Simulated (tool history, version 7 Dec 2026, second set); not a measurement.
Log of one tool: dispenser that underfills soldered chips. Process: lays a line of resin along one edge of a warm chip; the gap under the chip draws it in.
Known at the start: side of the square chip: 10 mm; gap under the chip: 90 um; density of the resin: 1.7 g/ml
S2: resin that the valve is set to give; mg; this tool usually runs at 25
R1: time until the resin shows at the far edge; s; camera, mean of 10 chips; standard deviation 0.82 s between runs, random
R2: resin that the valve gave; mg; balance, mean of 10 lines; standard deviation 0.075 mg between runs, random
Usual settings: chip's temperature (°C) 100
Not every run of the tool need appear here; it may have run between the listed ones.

Run 1, hour 0: usual settings. Result: R1 92.2 s, R2 24.6 mg.
Run 2, hour 4.9: usual settings. Result: R1 125.1 s, R2 24.57 mg.
At hour 6.2: new syringe of resin.
Run 3, hour 10.9: usual settings. Result: R1 109.9 s, R2 24.57 mg.
At hour 14.1: new syringe of resin.
Run 4, hour 19.2: usual settings. Result: R1 114.6 s, R2 24.33 mg.
At hour 21.8: new syringe of resin.
Run 5, hour 28: usual settings but chip's temperature (°C) 88. Result: R1 208.6 s, R2 24.3 mg.
At hour 29.5: new syringe of resin.
Run 6, hour 32.7: usual settings. Result: R1 100.2 s, R2 24.38 mg.
At hour 37.5: new syringe of resin.
Run 7, hour 41.2: usual settings. Result: R1 105.5 s, R2 24.18 mg.
At hour 43: dispensing valve cleaned and set on the balance.
At hour 46.6: new syringe of resin.
Run 8, hour 46.8: usual settings but chip's temperature (°C) 94, S2 30.4 mg. Result: R1 106.3 s, R2 30.27 mg.
Run 9, hour 51.5: usual settings but chip's temperature (°C) 94, S2 30.4 mg. Result: R1 144.1 s, R2 30.2 mg.
At hour 54.6: new syringe of resin.
Run 10, hour 59: usual settings but chip's temperature (°C) 109, S2 30.4 mg. Result: R1 71.6 s, R2 30.11 mg.
At hour 62.6: new syringe of resin.
Run 11, hour 67.3: usual settings but chip's temperature (°C) 111, S2 31 mg. Result: R1 70.8 s, R2 30.63 mg.
At hour 70.4: new syringe of resin.
Run 12, hour 72.8: usual settings but chip's temperature (°C) 111, S2 31 mg. Result: R1 57.9 s, R2 30.65 mg.
At hour 78.4: new syringe of resin.
Run 13, hour 79.9: usual settings but chip's temperature (°C) 111, S2 31 mg. Result: R1 56.2 s, R2 30.53 mg.
Run 14, hour 85: usual settings but chip's temperature (°C) 115, S2 23.8 mg. Result: R1 67.8 s, R2 23.22 mg.

Pick out some run-to-run changes in R1. Of each, how much would a tool without hidden state show as well, from the settings, what came in and chance, and how much is left for the hidden state and any gauge scatter not in both results compared?
Hidden state present: resin's viscosity, % of fresh resin's; dose that the valve gives, % of what is set; true chip temperature over the reading, C; drift of the gauge itself on fill_s, %; drift of the gauge itself on given_mg, %.
Run 5 -> 6: chip's temperature (°C) 88 -> 100, new syringe of resin. R1 -108.4 s: hidden state -52, all else -56.4.

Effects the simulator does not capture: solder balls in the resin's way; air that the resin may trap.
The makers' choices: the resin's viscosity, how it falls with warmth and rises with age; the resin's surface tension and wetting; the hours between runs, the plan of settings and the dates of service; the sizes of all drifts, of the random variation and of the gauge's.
